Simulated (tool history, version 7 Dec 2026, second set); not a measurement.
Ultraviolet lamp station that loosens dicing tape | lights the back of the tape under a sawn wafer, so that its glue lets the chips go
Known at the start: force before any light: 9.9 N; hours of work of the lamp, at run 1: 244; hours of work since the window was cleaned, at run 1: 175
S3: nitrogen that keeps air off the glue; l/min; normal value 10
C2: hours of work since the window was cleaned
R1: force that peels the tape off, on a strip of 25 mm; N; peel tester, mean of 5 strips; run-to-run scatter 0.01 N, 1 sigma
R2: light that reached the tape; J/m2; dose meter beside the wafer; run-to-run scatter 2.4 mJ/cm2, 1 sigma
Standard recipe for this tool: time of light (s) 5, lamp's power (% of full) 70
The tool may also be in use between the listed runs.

run 1 hour=0.0 | time_of_light_(s)=5 lamp's_power_(%_of_full)=70 S3=10 | hours_of_work_of_the_lamp=244 C2=175 | R1=0.563 R2=2200
run 2 hour=28.8 | time_of_light_(s)=5 lamp's_power_(%_of_full)=70 S3=10 | hours_of_work_of_the_lamp=256 C2=187 | R1=0.591 R2=2220
run 3 hour=51.4 | time_of_light_(s)=5 lamp's_power_(%_of_full)=70 S3=10 | hours_of_work_of_the_lamp=265 C2=196 | R1=0.583 R2=2170
run 4 hour=94.0 | time_of_light_(s)=5 lamp's_power_(%_of_full)=70 S3=10 | hours_of_work_of_the_lamp=282 C2=213 | R1=0.619 R2=2190
run 5 hour=115.4 | time_of_light_(s)=5 lamp's_power_(%_of_full)=71 S3=10 | hours_of_work_of_the_lamp=291 C2=222 | R1=0.589 R2=2170
run 6 hour=144.2 | time_of_light_(s)=5 lamp's_power_(%_of_full)=70 S3=10 | hours_of_work_of_the_lamp=303 C2=233 | R1=0.641 R2=2100
run 7 hour=161.7 | time_of_light_(s)=5 lamp's_power_(%_of_full)=70 S3=10 | hours_of_work_of_the_lamp=310 C2=240 | R1=0.622 R2=2090
run 8 hour=188.8 | time_of_light_(s)=5 lamp's_power_(%_of_full)=70 S3=10 | hours_of_work_of_the_lamp=321 C2=251 | R1=0.668 R2=2070
run 9 hour=210.5 | time_of_light_(s)=5 lamp's_power_(%_of_full)=70 S3=16 | hours_of_work_of_the_lamp=329 C2=260 | R1=0.464 R2=2120
run 10 hour=249.2 | time_of_light_(s)=2 lamp's_power_(%_of_full)=70 S3=16 | hours_of_work_of_the_lamp=345 C2=276 | R1=2.667 R2=810
run 11 hour=281.5 | time_of_light_(s)=2 lamp's_power_(%_of_full)=70 S3=16 | hours_of_work_of_the_lamp=358 C2=289 | R1=2.706 R2=800
run 12 hour=302.3 | time_of_light_(s)=5 lamp's_power_(%_of_full)=70 S3=10 | hours_of_work_of_the_lamp=367 C2=297 | R1=0.673 R2=2010
-- hour=336.9 window cleaned of glue's vapour
run 13 hour=336.9 | time_of_light_(s)=5 lamp's_power_(%_of_full)=70 S3=10 | hours_of_work_of_the_lamp=380 C2=0 | R1=0.554 R2=2270
run 14 hour=359.3 | time_of_light_(s)=5 lamp's_power_(%_of_full)=70 S3=10 | hours_of_work_of_the_lamp=390 C2=9 | R1=0.541 R2=2280
run 15 hour=389.0 | time_of_light_(s)=5 lamp's_power_(%_of_full)=70 S3=10 | hours_of_work_of_the_lamp=402 C2=21 | R1=0.564 R2=2210
run 16 hour=408.3 | time_of_light_(s)=5 lamp's_power_(%_of_full)=70 S3=10 | hours_of_work_of_the_lamp=409 C2=29 | R1=0.563 R2=2220
run 17 hour=450.4 | time_of_light_(s)=5 lamp's_power_(%_of_full)=70 S3=10 | hours_of_work_of_the_lamp=426 C2=46 | R1=0.580 R2=2190
run 18 hour=472.0 | time_of_light_(s)=3 lamp's_power_(%_of_full)=63 S3=14 | hours_of_work_of_the_lamp=435 C2=55 | R1=1.649 R2=1180
run 19 hour=501.3 | time_of_light_(s)=3 lamp's_power_(%_of_full)=90 S3=8 | hours_of_work_of_the_lamp=447 C2=67 | R1=1.222 R2=1660
run 20 hour=538.9 | time_of_light_(s)=7 lamp's_power_(%_of_full)=65 S3=3 | hours_of_work_of_the_lamp=462 C2=82 | R1=0.905 R2=2790
run 21 hour=571.3 | time_of_light_(s)=10 lamp's_power_(%_of_full)=99 S3=6 | hours_of_work_of_the_lamp=475 C2=95 | R1=0.160 R2=6030
run 22 hour=614.0 | time_of_light_(s)=10 lamp's_power_(%_of_full)=99 S3=6 | hours_of_work_of_the_lamp=493 C2=112 | R1=0.155 R2=5930
run 23 hour=655.3 | time_of_light_(s)=2 lamp's_power_(%_of_full)=65 S3=12 | hours_of_work_of_the_lamp=509 C2=129 | R1=3.193 R2=770
run 24 hour=675.5 | time_of_light_(s)=6 lamp's_power_(%_of_full)=92 S3=8 | hours_of_work_of_the_lamp=518 C2=137 | R1=0.285 R2=3270
run 25 hour=700.9 | time_of_light_(s)=3 lamp's_power_(%_of_full)=67 S3=5 | hours_of_work_of_the_lamp=528 C2=147 | R1=2.854 R2=1170
run 26 hour=736.0 | time_of_light_(s)=3 lamp's_power_(%_of_full)=67 S3=5 | hours_of_work_of_the_lamp=542 C2=162 | R1=2.847 R2=1210
run 27 hour=773.6 | time_of_light_(s)=3 lamp's_power_(%_of_full)=67 S3=5 | hours_of_work_of_the_lamp=557 C2=177 | R1=2.861 R2=1160
run 28 hour=806.6 | time_of_light_(s)=8 lamp's_power_(%_of_full)=67 S3=6 | hours_of_work_of_the_lamp=571 C2=190 | R1=0.407 R2=3040
run 29 hour=847.8 | time_of_light_(s)=3 lamp's_power_(%_of_full)=83 S3=10 | hours_of_work_of_the_lamp=587 C2=207 | R1=1.452 R2=1430
run 30 hour=880.6 | time_of_light_(s)=5 lamp's_power_(%_of_full)=80 S3=4 | hours_of_work_of_the_lamp=601 C2=220 | R1=1.128 R2=2220
run 31 hour=917.7 | time_of_light_(s)=5 lamp's_power_(%_of_full)=80 S3=4 | hours_of_work_of_the_lamp=616 C2=235 | R1=1.171 R2=2210
run 32 hour=952.8 | time_of_light_(s)=10 lamp's_power_(%_of_full)=74 S3=5 | hours_of_work_of_the_lamp=630 C2=249 | R1=0.248 R2=4100
run 33 hour=973.8 | time_of_light_(s)=8 lamp's_power_(%_of_full)=63 S3=4 | hours_of_work_of_the_lamp=638 C2=258 | R1=0.738 R2=2780
run 34 hour=996.1 | time_of_light_(s)=10 lamp's_power_(%_of_full)=67 S3=10 | hours_of_work_of_the_lamp=647 C2=267 | R1=0.207 R2=3660

What if the next run were any one of these 3? Each begins from the tool's condition after run 34:
run A hour=1034.5 | time_of_light_(s)=2 lamp's_power_(%_of_full)=67 S3=10 | hours_of_work_of_the_lamp=663 C2=282 | R1=? R2=?
run B hour=1034.5 | time_of_light_(s)=5 lamp's_power_(%_of_full)=91 S3=10 | hours_of_work_of_the_lamp=663 C2=282 | R1=? R2=?
run C hour=1034.5 | time_of_light_(s)=4 lamp's_power_(%_of_full)=79 S3=11 | hours_of_work_of_the_lamp=663 C2=282 | R1=? R2=?

run=A R1=3.597 R2=770
run=B R1=0.450 R2=2440
run=C R1=0.943 R2=1720
Stripped of hidden state, with their random variation kept, the same runs would have yielded:
run=A R1=2.642 R2=990
run=B R1=0.249 R2=3210
run=C R1=0.508 R2=2250
